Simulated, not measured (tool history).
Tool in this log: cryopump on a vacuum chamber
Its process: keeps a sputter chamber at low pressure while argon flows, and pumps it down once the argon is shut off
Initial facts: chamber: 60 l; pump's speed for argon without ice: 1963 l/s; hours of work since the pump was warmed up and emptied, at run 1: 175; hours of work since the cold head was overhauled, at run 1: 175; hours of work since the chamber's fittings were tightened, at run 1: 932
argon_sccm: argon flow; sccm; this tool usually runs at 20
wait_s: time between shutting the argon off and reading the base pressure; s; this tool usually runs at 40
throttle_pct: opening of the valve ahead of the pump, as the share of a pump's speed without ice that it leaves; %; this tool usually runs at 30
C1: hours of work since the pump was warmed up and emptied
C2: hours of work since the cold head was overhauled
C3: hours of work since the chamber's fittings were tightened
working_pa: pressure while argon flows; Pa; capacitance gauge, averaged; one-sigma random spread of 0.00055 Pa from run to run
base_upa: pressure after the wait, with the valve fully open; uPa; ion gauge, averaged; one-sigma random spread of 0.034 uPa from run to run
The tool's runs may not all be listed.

Run 1, hour 0: usual settings; C1 175; C2 175; C3 932. Result: working_pa 0.0595 Pa, base_upa 2.33 uPa.
Run 2, hour 22.1: usual settings; C1 186; C2 186; C3 943. Result: working_pa 0.0582 Pa, base_upa 2.38 uPa.
Run 3, hour 32: usual settings; C1 191; C2 191; C3 947. Result: working_pa 0.0583 Pa, base_upa 2.39 uPa.
Run 4, hour 53.7: usual settings; C1 201; C2 201; C3 958. Result: working_pa 0.0589 Pa, base_upa 2.4 uPa.
Run 5, hour 68.8: usual settings but wait_s 20 s; C1 208; C2 208; C3 965. Result: working_pa 0.0585 Pa, base_upa 4 uPa.
Run 6, hour 88.9: usual settings but wait_s 20 s; C1 217; C2 217; C3 974. Result: working_pa 0.0593 Pa, base_upa 4.09 uPa.
Run 7, hour 103.2: usual settings but wait_s 20 s; C1 224; C2 224; C3 981. Result: working_pa 0.0584 Pa, base_upa 3.95 uPa.
Run 8, hour 126.3: usual settings but wait_s 77 s, throttle_pct 18 %; C1 235; C2 235; C3 992. Result: working_pa 0.0966 Pa, base_upa 1.6 uPa.
Run 9, hour 144: usual settings but wait_s 77 s, throttle_pct 18 %; C1 243; C2 243; C3 1000. Result: working_pa 0.0967 Pa, base_upa 1.65 uPa.
Run 10, hour 163.9: usual settings but wait_s 30 s, throttle_pct 18 %; C1 253; C2 253; C3 1010. Result: working_pa 0.0978 Pa, base_upa 2.93 uPa.
Run 11, hour 174.1: usual settings but wait_s 216 s; C1 258; C2 258; C3 1015. Result: working_pa 0.0583 Pa, base_upa 1.07 uPa.

Forecast run 12:
Run 12, hour 191: usual settings but wait_s 216 s; C1 266; C2 266; C3 1023. Result: working_pa ?, base_upa ?.

{"run 12": {"working_pa": 0.0586, "base_upa": 1.07}}
Without the tool's hidden state the same run would have given working_pa 0.0572 Pa, base_upa 0.46 uPa.
